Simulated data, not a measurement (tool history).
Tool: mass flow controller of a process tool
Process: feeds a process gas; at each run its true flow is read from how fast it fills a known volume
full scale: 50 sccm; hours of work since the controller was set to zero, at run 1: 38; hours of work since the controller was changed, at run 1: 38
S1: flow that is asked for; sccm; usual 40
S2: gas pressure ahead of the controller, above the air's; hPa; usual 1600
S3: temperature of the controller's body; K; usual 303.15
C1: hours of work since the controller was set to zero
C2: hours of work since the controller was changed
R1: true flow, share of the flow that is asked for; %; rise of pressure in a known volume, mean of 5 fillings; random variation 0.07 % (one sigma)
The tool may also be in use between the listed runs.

run	hour	S1	S2	S3	C1	C2	R1
1	0	40	1600	303.15	38	38	99.24
2	139.3	40	1600	303.15	92	92	99.14
3	450.1	40	1600	303.15	212	212	99.26
4	757.2	40	1600	303.15	330	330	99.31
5	920.4	40	1600	303.15	393	393	99.25
6	1204.3	40	1600	303.15	502	502	99.27
7	1458.5	40	1600	303.15	600	600	99.37
8	1739	40	1600	303.15	708	708	99.41
9	2015.9	9	1600	299.15	815	815	97.39
10	2185.9	10	1430	305.15	880	880	97.38
11	2370.3	16	2000	306.15	951	951	97.63
12	2591.1	16	2000	306.15	1036	1036	97.62
13	2861	29	1630	294.15	1141	1141	99.75
14	3045.1	15	1780	296.15	1211	1211	98.36
15	3203.4	27	1780	296.15	1272	1272	99.3
16	3441.4	40	2710	296.15	1364	1364	99.83

Some steps in R1 between neighbouring runs. How much of each would the tool show without its hidden state too (settings, what came in, random variation), and how much is left for the hidden state, with any gauge scatter that isn't in both results?
The hidden state here: flow at rest that the sensor doesn't see, % of full scale; true flow over the shown one, %; drift of the gauge itself on true_pct, %.
Run 8 -> 9: S1 40 -> 9, S3 303.15 -> 299.15. R1 -2.02 %: hidden state -0.57, all else -1.45.
Run 12 -> 13: S1 16 -> 29, S2 2000 -> 1630, S3 306.15 -> 294.15. R1 +2.13 %: hidden state +0.29, all else +1.84.
